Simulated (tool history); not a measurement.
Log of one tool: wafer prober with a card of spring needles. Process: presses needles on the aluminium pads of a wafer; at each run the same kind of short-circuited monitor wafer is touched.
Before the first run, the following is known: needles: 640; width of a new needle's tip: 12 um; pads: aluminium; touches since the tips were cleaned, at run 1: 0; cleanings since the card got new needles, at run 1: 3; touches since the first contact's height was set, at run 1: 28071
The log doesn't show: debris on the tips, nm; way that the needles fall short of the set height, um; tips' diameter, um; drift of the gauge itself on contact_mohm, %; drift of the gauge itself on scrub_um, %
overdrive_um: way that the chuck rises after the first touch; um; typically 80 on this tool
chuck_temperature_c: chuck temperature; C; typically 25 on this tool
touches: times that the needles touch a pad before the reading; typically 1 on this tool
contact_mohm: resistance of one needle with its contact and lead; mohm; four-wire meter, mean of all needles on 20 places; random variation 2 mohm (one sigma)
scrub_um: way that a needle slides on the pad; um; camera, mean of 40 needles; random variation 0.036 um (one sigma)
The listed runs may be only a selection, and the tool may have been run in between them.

| run | hour | overdrive_um | chuck_temperature_c | touches | touches since the tips were cleaned | cleanings since the card got new needles | touches since the first contact's height was set | contact_mohm | scrub_um |
|---|---|---|---|---|---|---|---|---|---|
| 1 | 0 | 80 | 25 | 1 | 0 | 3 | 28071 | 218 | 17.83 |
| 2 | 10.5 | 80 | 25 | 1 | 1907 | 3 | 29978 | 231 | 17.87 |
| 3 | 15.5 | 80 | 25 | 1 | 2816 | 3 | 30887 | 234 | 17.75 |
| 4 | 22.5 | 80 | 25 | 1 | 4101 | 3 | 32172 | 251 | 17.82 |
| 5 | 30.7 | 80 | 25 | 1 | 5597 | 3 | 33668 | 253 | 17.82 |
| 6 | 36.4 | 80 | 25 | 1 | 6633 | 3 | 34704 | 253 | 17.84 |
|  | 44.5 | tips cleaned on abrasive film |
| 7 | 46.7 | 80 | 26 | 1 | 415 | 4 | 36564 | 223 | 17.8 |
| 8 | 56.7 | 80 | 26 | 1 | 2231 | 4 | 38380 | 235 | 17.83 |
| 9 | 62.7 | 80 | 26 | 1 | 3322 | 4 | 39471 | 240 | 17.83 |
| 10 | 69.5 | 80 | 25 | 1 | 4555 | 4 | 40704 | 243 | 17.76 |
| 11 | 75.2 | 80 | 63 | 1 | 5596 | 4 | 41745 | 260 | 17.79 |
| 12 | 81.1 | 80 | 25 | 1 | 6681 | 4 | 42830 | 248 | 17.8 |
|  | 89.2 | tips cleaned on abrasive film |
| 13 | 90.5 | 80 | 25 | 1 | 240 | 5 | 44513 | 222 | 17.78 |
| 14 | 97 | 80 | 25 | 1 | 1428 | 5 | 45701 | 233 | 17.82 |
| 15 | 101.7 | 80 | 25 | 1 | 2286 | 5 | 46559 | 237 | 17.81 |
| 16 | 111 | 80 | 25 | 1 | 3975 | 5 | 48248 | 246 | 17.78 |
| 17 | 117 | 80 | 25 | 1 | 5070 | 5 | 49343 | 250 | 17.85 |
| 18 | 127.5 | 80 | 88 | 1 | 6986 | 5 | 51259 | 265 | 17.83 |
| 19 | 132.7 | 80 | 88 | 1 | 7933 | 5 | 52206 | 272 | 17.74 |
|  | 133.8 | tips cleaned on abrasive film |
| 20 | 138.9 | 80 | 73 | 1 | 932 | 6 | 53310 | 239 | 17.83 |
| 21 | 148.8 | 80 | 73 | 1 | 2742 | 6 | 55120 | 248 | 17.78 |
| 22 | 157.4 | 66 | 94 | 2 | 4308 | 6 | 56686 | 254 | 14.64 |
| 23 | 167.3 | 91 | 57 | 1 | 6108 | 6 | 58486 | 256 | 20.29 |
|  | 178.3 | tips cleaned on abrasive film |
| 24 | 178.3 | 84 | 86 | 1 | 0 | 7 | 60465 | 233 | 18.64 |
| 25 | 186.3 | 98 | 25 | 1 | 1462 | 7 | 61927 | 227 | 21.78 |
| 26 | 195.2 | 98 | 25 | 1 | 3083 | 7 | 63548 | 237 | 21.88 |
| 27 | 202.4 | 81 | 25 | 1 | 4384 | 7 | 64849 | 247 | 17.96 |
| 28 | 210.8 | 78 | 28 | 1 | 5919 | 7 | 66384 | 255 | 17.34 |
| 29 | 221.4 | 81 | 41 | 1 | 7855 | 7 | 68320 | 260 | 18.01 |
|  | 222.7 | tips cleaned on abrasive film |
| 30 | 227.1 | 80 | 43 | 1 | 798 | 8 | 69340 | 229 | 17.82 |
| 31 | 238 | 80 | 43 | 1 | 2774 | 8 | 71316 | 244 | 17.71 |
| 32 | 244.2 | 63 | 35 | 1 | 3915 | 8 | 72457 | 258 | 13.97 |
| 33 | 249.7 | 94 | 35 | 2 | 4907 | 8 | 73449 | 235 | 20.88 |

Describe how what the log doesn't record of the tool's condition differs between the last listed run preceding each entry between runs and the first listed run following it.
Runs 6 to 7: tips cleaned on abrasive film (hour 44.5)
  debris on the tips, nm: 80.5 -> 11.9; way that the needles fall short of the set height, um: 0.21 -> 0.28; tips' diameter, um: 12.07 -> 12.1
  measured result minus the result with no hidden state, contact_mohm: +37 -> +5 mohm; scrub_um: -0.04 -> -0.06 um
Runs 12 to 13: tips cleaned on abrasive film (hour 89.2)
  debris on the tips, nm: 80.9 -> 13.2; way that the needles fall short of the set height, um: 0.28 -> 0.32; tips' diameter, um: 12.1 -> 12.11
  measured result minus the result with no hidden state, contact_mohm: +37 -> +6 mohm; scrub_um: -0.07 -> -0.07 um
Runs 19 to 20: tips cleaned on abrasive film (hour 133.8)
  debris on the tips, nm: 89.4 -> 25.5; way that the needles fall short of the set height, um: 0.32 -> 0.39; tips' diameter, um: 12.11 -> 12.14
  measured result minus the result with no hidden state, contact_mohm: +40 -> +11 mohm; scrub_um: -0.07 -> -0.08 um
Runs 23 to 24: tips cleaned on abrasive film (hour 178.3)
  debris on the tips, nm: 78.7 -> 9; way that the needles fall short of the set height, um: 0.39 -> 0.44; tips' diameter, um: 12.14 -> 12.15
  measured result minus the result with no hidden state, contact_mohm: +33 -> +4 mohm; scrub_um: -0.08 -> -0.1 um
Runs 29 to 30: tips cleaned on abrasive film (hour 222.7)
  debris on the tips, nm: 88.4 -> 23.8; way that the needles fall short of the set height, um: 0.44 -> 0.49; tips' diameter, um: 12.15 -> 12.17
  measured result minus the result with no hidden state, contact_mohm: +40 -> +11 mohm; scrub_um: -0.1 -> -0.11 um
